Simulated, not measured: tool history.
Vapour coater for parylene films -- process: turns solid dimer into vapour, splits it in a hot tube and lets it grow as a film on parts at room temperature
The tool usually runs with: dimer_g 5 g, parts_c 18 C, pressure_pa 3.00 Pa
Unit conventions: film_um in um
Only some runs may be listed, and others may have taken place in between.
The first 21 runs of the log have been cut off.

Run 22, hour 311.4: usual settings but dimer_g 3 g, parts_c 14 C, pressure_pa 4.26 Pa. Result: film_um 3.03 um.
Run 23, hour 327.5: usual settings but dimer_g 4 g, parts_c 17 C, pressure_pa 11.86 Pa. Result: film_um 3.24 um.
Run 24, hour 343.4: usual settings but dimer_g 3 g, parts_c 17 C, pressure_pa 3.28 Pa. Result: film_um 2.67 um.
Run 25, hour 360.5: usual settings but dimer_g 6 g, parts_c 16 C, pressure_pa 5.06 Pa. Result: film_um 5.36 um.
Run 26, hour 378.6: usual settings but dimer_g 8 g, parts_c 12 C. Result: film_um 8.19 um.
Run 27, hour 392.7: usual settings but pressure_pa 2.32 Pa. Result: film_um 4.40 um.
Run 28, hour 409.3: usual settings but parts_c 10 C. Result: film_um 5.15 um.
Run 29, hour 424.6: usual settings but parts_c 27 C, pressure_pa 6.31 Pa. Result: film_um 2.77 um.
Run 30, hour 432.9: usual settings but parts_c 27 C, pressure_pa 6.31 Pa. Result: film_um 2.80 um.
Run 31, hour 446.8: usual settings but parts_c 27 C, pressure_pa 6.31 Pa. Result: film_um 2.87 um.
Run 32, hour 459.7: usual settings but dimer_g 9 g, pressure_pa 5.75 Pa. Result: film_um 7.12 um.

Alternative continuations, all from the tool just after run 32; predict every row:
At hour 478.8: trap's valve overhauled.
Run A, hour 481.8: usual settings but pressure_pa 2.31 Pa. Result: film_um ?.
At hour 478.8: trap's valve overhauled.
Run B, hour 481.8: usual settings but dimer_g 8 g, pressure_pa 3.98 Pa. Result: film_um ?.
At hour 478.8: trap's valve overhauled.
Run C, hour 481.8: usual settings but dimer_g 6 g, parts_c 19 C. Result: film_um ?.

run  film_um
  A     4.70
  B     7.10
  C     5.33
What these runs would have given with no unlogged condition in the tool:
run  film_um
  A     4.65
  B     7.03
  C     5.28
